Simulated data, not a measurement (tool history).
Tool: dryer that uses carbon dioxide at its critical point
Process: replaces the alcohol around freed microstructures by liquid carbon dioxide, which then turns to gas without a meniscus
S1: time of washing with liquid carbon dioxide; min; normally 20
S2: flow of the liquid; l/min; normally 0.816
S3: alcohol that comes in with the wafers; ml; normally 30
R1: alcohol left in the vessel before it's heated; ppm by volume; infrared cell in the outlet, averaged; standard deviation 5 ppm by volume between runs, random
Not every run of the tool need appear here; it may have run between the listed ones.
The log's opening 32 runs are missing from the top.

run	hour	S1	S2	S3	R1
33	498.8	14	0.696	30	256
34	512.2	14	0.696	30	263
35	522.8	14	0.696	30	261
36	545.6	14	0.526	33	716
37	565.8	30	0.816	30	37
38	587.6	14	0.582	30	494
39	607.2	24	0.776	119	67
40	621	24	0.776	119	59
41	639.8	26	0.603	30	68
42	656.4	17	0.756	28	116
43	678.1	15	0.816	74	259
44	691	15	0.816	74	269
45	701.3	30	0.816	86	58
46	718.5	26	0.816	103	49

Predict each of these 5 candidate next runs independently; none follows another, all start after run 46:
A	732.5	13	0.816	30	?
B	732.5	26	0.816	32	?
C	732.5	17	0.816	103	?
D	732.5	14	0.816	30	?
E	732.5	20	0.545	30	?

run	R1
A	241
B	51
C	229
D	187
E	203
Stripped of hidden state, with their random variation kept, the same runs would have yielded:
run	R1
A	128
B	6
C	109
D	93
E	101
